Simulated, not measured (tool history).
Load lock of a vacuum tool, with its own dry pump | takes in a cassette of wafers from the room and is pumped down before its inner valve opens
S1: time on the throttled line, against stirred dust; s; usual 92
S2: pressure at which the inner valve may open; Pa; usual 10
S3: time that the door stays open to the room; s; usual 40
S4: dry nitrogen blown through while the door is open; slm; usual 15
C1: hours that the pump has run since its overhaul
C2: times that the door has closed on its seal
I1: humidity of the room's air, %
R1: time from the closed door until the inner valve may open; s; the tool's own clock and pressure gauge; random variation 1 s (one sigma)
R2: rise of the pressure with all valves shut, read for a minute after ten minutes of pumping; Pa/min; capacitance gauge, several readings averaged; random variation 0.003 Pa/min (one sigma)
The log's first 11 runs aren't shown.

| run | hour | S1 | S2 | S3 | S4 | C1 | C2 | I1 | R1 | R2 |
|---|---|---|---|---|---|---|---|---|---|---|
| 12 | 4898.7 | 92 | 10 | 40 | 30 | 13304 | 25018 | 45 | 163.9 | 0.008 |
| 13 | 5190.3 | 92 | 13 | 40 | 15 | 13596 | 26228 | 42.9 | 160.9 | 0.006 |
| 14 | 5812.7 | 153 | 10 | 40 | 15 | 14218 | 28812 | 43.6 | 215.5 | 0.008 |
|  | 5950 | door's seal changed, seat wiped |
| 15 | 6322.4 | 153 | 10 | 40 | 15 | 14727 | 1546 | 46.5 | 212.1 | 0.007 |
| 16 | 6962.5 | 153 | 10 | 40 | 15 | 15367 | 4203 | 47.6 | 213.5 | 0.004 |
| 17 | 7523.4 | 92 | 10 | 40 | 15 | 15928 | 6531 | 43.3 | 163.9 | 0.013 |
|  | 7688.2 | dry pump taken out, an overhauled one fitted |
| 18 | 7801 | 90 | 16 | 40 | 15 | 113 | 7659 | 44.7 | 157.9 | 0.011 |
| 19 | 8100.5 | 127 | 10 | 26 | 7 | 412 | 8902 | 43.2 | 191.2 | 0.008 |
| 20 | 8491.4 | 75 | 10 | 40 | 18 | 803 | 10525 | 47.1 | 149.3 | 0.015 |
| 21 | 9112.3 | 75 | 10 | 42 | 6 | 1424 | 13102 | 47.3 | 148.8 | 0.017 |
| 22 | 9661.1 | 92 | 12 | 121 | 12 | 1973 | 15381 | 46.2 | 162.4 | 0.024 |
| 23 | 9999.7 | 92 | 10 | 31 | 15 | 2311 | 16786 | 47.1 | 162.2 | 0.013 |
| 24 | 10597.8 | 92 | 10 | 31 | 15 | 2910 | 19269 | 48.5 | 163.2 | 0.012 |
| 25 | 10936.3 | 92 | 10 | 31 | 15 | 3248 | 20675 | 42.6 | 162 | 0.005 |
| 26 | 11470.2 | 92 | 10 | 31 | 15 | 3782 | 22891 | 40.4 | 161.6 | 0.011 |
| 27 | 11920.4 | 92 | 10 | 26 | 15 | 4232 | 24760 | 45.5 | 165.5 | 0.01 |
| 28 | 12221.9 | 56 | 12 | 72 | 12 | 4534 | 26011 | 46.3 | 132.7 | 0.012 |
| 29 | 12609.6 | 56 | 12 | 72 | 12 | 4921 | 27621 | 44.4 | 132.8 | 0.014 |
|  | 13022.2 | door's seal changed, seat wiped |
| 30 | 13118.4 | 79 | 12 | 27 | 23 | 5429 | 400 | 48.1 | 148.9 | 0.007 |
| 31 | 13395.9 | 46 | 10 | 40 | 15 | 5706 | 1552 | 44.6 | 125.3 | 0.011 |
| 32 | 13781.1 | 92 | 10 | 40 | 11 | 6091 | 3151 | 48.3 | 162.9 | 0.015 |
| 33 | 14271.2 | 87 | 10 | 35 | 15 | 6581 | 5185 | 42.8 | 158.6 | 0.006 |
| 34 | 14723.3 | 87 | 10 | 35 | 15 | 7034 | 7062 | 47.5 | 160.2 | 0.01 |

4 ways to go on from here, each from the tool as it stands after run 34. What would each give?
| A | 15284.6 | 92 | 10 | 107 | 15 | 7595 | 9392 | 42.7 | ? | ? |
| B | 15284.6 | 87 | 10 | 29 | 17 | 7595 | 9392 | 44.4 | ? | ? |
| C | 15284.6 | 87 | 10 | 35 | 23 | 7595 | 9392 | 46.6 | ? | ? |
| D | 15284.6 | 92 | 10 | 40 | 15 | 7595 | 9392 | 44.2 | ? | ? |

| run | R1 | R2 |
|---|---|---|
| A | 162.7 | 0.018 |
| B | 160.1 | 0.006 |
| C | 160.3 | 0.008 |
| D | 164.1 | 0.012 |
Without the tool's hidden state the same runs would have given:
| run | R1 | R2 |
|---|---|---|
| A | 162.6 | 0.018 |
| B | 160 | 0.006 |
| C | 160.3 | 0.008 |
| D | 164.1 | 0.012 |
